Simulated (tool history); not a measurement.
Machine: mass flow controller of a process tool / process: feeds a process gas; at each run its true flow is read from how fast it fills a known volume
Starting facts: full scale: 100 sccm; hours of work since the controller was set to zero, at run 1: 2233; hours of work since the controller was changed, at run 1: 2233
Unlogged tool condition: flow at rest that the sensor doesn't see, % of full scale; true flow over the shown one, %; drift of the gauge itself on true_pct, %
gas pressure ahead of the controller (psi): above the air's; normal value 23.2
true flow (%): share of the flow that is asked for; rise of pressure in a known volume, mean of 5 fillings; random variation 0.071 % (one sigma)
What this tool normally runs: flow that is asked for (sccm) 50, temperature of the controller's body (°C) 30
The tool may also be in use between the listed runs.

| run | hour | flow that is asked for (sccm) | gas pressure ahead of the controller (psi) | temperature of the controller's body (°C) | hours of work since the controller was set to zero | hours of work since the controller was changed | true flow (%) |
|---|---|---|---|---|---|---|---|
| 1 | 0 | 50 | 23.2 | 30 | 2233 | 2233 | 99.89 |
| 2 | 233.8 | 50 | 23.2 | 30 | 2337 | 2337 | 99.79 |
| 3 | 434 | 50 | 23.2 | 30 | 2427 | 2427 | 99.88 |
| 4 | 581.2 | 53 | 23.2 | 30 | 2493 | 2493 | 99.97 |
| 5 | 730.5 | 50 | 23.2 | 30 | 2559 | 2559 | 99.93 |
| 6 | 857.7 | 20 | 23.2 | 30 | 2616 | 2616 | 99.43 |
| 7 | 1051.5 | 20 | 28.6 | 30 | 2703 | 2703 | 99.24 |
| 8 | 1159.6 | 50 | 23.1 | 30 | 2751 | 2751 | 99.97 |
| 9 | 1327.5 | 50 | 23.1 | 30 | 2826 | 2826 | 99.85 |
| 10 | 1549.2 | 50 | 23.2 | 30 | 2925 | 2925 | 99.85 |
| 11 | 1685.3 | 50 | 21.9 | 30 | 2986 | 2986 | 100.16 |
| 12 | 1898.5 | 50 | 23.2 | 30 | 3081 | 3081 | 99.94 |
| 13 | 2082.9 | 50 | 23.2 | 30 | 3164 | 3164 | 99.86 |
| 14 | 2271.8 | 56 | 28.3 | 30 | 3248 | 3248 | 99.9 |
| 15 | 2488.1 | 41 | 23.2 | 30 | 3345 | 3345 | 99.83 |
| 16 | 2626 | 50 | 29.6 | 30 | 3407 | 3407 | 99.65 |
| 17 | 2737.8 | 65 | 21 | 39 | 3457 | 3457 | 101.23 |
| 18 | 2959.8 | 43 | 35.8 | 30 | 3556 | 3556 | 99.26 |
| 19 | 3093.6 | 27 | 23.2 | 40 | 3616 | 3616 | 100.62 |
| 20 | 3335.9 | 65 | 39.5 | 33 | 3724 | 3724 | 99.9 |
| 21 | 3522.9 | 65 | 39.5 | 33 | 3808 | 3808 | 99.97 |
| 22 | 3644.6 | 65 | 33.4 | 33 | 3862 | 3862 | 100.17 |
| 23 | 3777.4 | 65 | 33.4 | 20 | 3921 | 3921 | 98.66 |
| 24 | 3911.5 | 65 | 33.4 | 20 | 3981 | 3981 | 98.7 |

Alternative continuations, all from the tool just after run 24; predict every row:
|  | 3991.7 | controller's zero set anew |
| A | 4043.9 | 50 | 24.2 | 22 | 23 | 4040 | ? |
|  | 3991.7 | controller's zero set anew |
| B | 4043.9 | 65 | 33.4 | 25 | 23 | 4040 | ? |
|  | 3991.7 | controller's zero set anew |
| C | 4043.9 | 50 | 29.7 | 30 | 23 | 4040 | ? |

| run | true flow (%) |
|---|---|
| A | 99.01 |
| B | 99.22 |
| C | 99.55 |
Take away the tool's hidden state, keep each run's random variation, and the runs would have read:
| run | true flow (%) |
|---|---|
| A | 99.02 |
| B | 99.23 |
| C | 99.55 |

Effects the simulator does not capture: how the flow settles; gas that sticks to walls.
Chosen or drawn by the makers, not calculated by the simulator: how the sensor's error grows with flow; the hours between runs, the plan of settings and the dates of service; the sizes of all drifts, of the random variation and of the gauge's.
